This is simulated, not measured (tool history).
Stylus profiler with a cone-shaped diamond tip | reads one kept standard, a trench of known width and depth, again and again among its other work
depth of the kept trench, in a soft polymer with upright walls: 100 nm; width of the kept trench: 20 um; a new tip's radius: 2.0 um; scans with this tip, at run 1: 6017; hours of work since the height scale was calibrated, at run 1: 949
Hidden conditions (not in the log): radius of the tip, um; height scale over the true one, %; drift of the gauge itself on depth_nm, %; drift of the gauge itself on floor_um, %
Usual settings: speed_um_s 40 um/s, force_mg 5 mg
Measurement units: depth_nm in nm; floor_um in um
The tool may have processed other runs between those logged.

| run | hour | speed_um_s | force_mg | scans with this tip | hours of work since the height scale was calibrated | depth_nm | floor_um |
|---|---|---|---|---|---|---|---|
| 1 | 0 | 40 | 5 | 6017 | 949 | 101.93 | 18.55 |
| 2 | 81.5 | 40 | 5 | 6354 | 1003 | 101.95 | 18.57 |
| 3 | 121.3 | 40 | 5 | 6518 | 1028 | 101.93 | 18.6 |
| 4 | 207 | 40 | 5 | 6872 | 1084 | 101.96 | 18.55 |
| 5 | 277.2 | 40 | 5 | 7163 | 1130 | 101.88 | 18.57 |
| 6 | 343.8 | 40 | 8.15 | 7438 | 1174 | 102.74 | 18.64 |
| 7 | 420.2 | 40 | 5 | 7754 | 1224 | 101.92 | 18.6 |
| 8 | 483.4 | 40 | 5 | 8015 | 1265 | 101.94 | 18.55 |
| 9 | 563.8 | 40 | 5 | 8347 | 1317 | 101.98 | 18.57 |
| 10 | 604.6 | 40 | 10.65 | 8516 | 1344 | 103.2 | 18.6 |
| 11 | 674 | 40 | 10.65 | 8803 | 1389 | 103.25 | 18.6 |
| 12 | 760.6 | 40 | 5 | 9161 | 1446 | 101.94 | 18.53 |
| 13 | 804.7 | 40 | 5 | 9343 | 1474 | 101.93 | 18.57 |
| 14 | 900.8 | 40 | 5 | 9741 | 1537 | 101.89 | 18.57 |
| 15 | 952.2 | 40 | 5 | 9953 | 1571 | 102 | 18.57 |
| 16 | 1020.9 | 40 | 5 | 10237 | 1615 | 101.93 | 18.6 |
| 17 | 1072.9 | 40 | 5 | 10452 | 1649 | 102.02 | 18.58 |
| 18 | 1167.3 | 40 | 1.8 | 10842 | 1711 | 101.02 | 18.46 |
| 19 | 1260.9 | 40 | 5 | 11229 | 1772 | 102.01 | 18.58 |
| 20 | 1338 | 40 | 5 | 11548 | 1822 | 101.99 | 18.52 |
| 21 | 1431.6 | 40 | 5.21 | 11935 | 1883 | 102.01 | 18.58 |
| 22 | 1490.6 | 40 | 13 | 12178 | 1922 | 103.69 | 18.61 |
| 23 | 1556 | 40 | 13 | 12449 | 1964 | 103.66 | 18.65 |
| 24 | 1609.9 | 85 | 4.19 | 12672 | 2000 | 101.72 | 18.32 |
|  | 1643 | new tip fitted, height scale calibrated |
| 25 | 1658.1 | 85 | 4.19 | 63 | 10 | 101.7 | 18.32 |
| 26 | 1719 | 101 | 5 | 314 | 50 | 101.96 | 18.34 |
| 27 | 1779.1 | 48 | 1.93 | 563 | 89 | 101.07 | 18.42 |
| 28 | 1840.3 | 99 | 13.95 | 816 | 129 | 103.89 | 18.51 |
| 29 | 1918.2 | 18 | 2.49 | 1138 | 180 | 101.29 | 18.62 |
| 30 | 1989.7 | 11 | 2.07 | 1434 | 226 | 101.09 | 18.67 |
| 31 | 2045.5 | 11 | 2.07 | 1664 | 263 | 101.06 | 18.71 |
| 32 | 2138.7 | 11 | 2.07 | 2049 | 323 | 101.11 | 18.63 |
| 33 | 2220 | 155 | 2.07 | 2386 | 376 | 101.14 | 17.72 |
| 34 | 2296.5 | 155 | 2.07 | 2702 | 426 | 101.09 | 17.77 |
| 35 | 2359.9 | 12 | 5.02 | 2964 | 468 | 101.92 | 18.71 |
| 36 | 2411.3 | 101 | 4.47 | 3176 | 501 | 101.83 | 18.3 |
| 37 | 2506.6 | 101 | 4.47 | 3570 | 563 | 101.76 | 18.33 |
| 38 | 2553.8 | 59 | 5 | 3765 | 594 | 101.98 | 18.53 |
| 39 | 2622.4 | 12 | 7.81 | 4049 | 639 | 102.63 | 18.77 |
| 40 | 2698.7 | 64 | 2.11 | 4365 | 689 | 101.1 | 18.34 |
| 41 | 2739.2 | 16 | 3.16 | 4532 | 715 | 101.44 | 18.67 |

For run 42, what comes out?
| 42 | 2795.6 | 16 | 3.16 | 4765 | 752 | ? | ? |

depth_nm: 101.46 nm
floor_um: 18.7 um
Take away the tool's hidden state, keep the run-to-run variation as it was, and the same run would have given depth_nm 101.46 nm, floor_um 18.7 um.
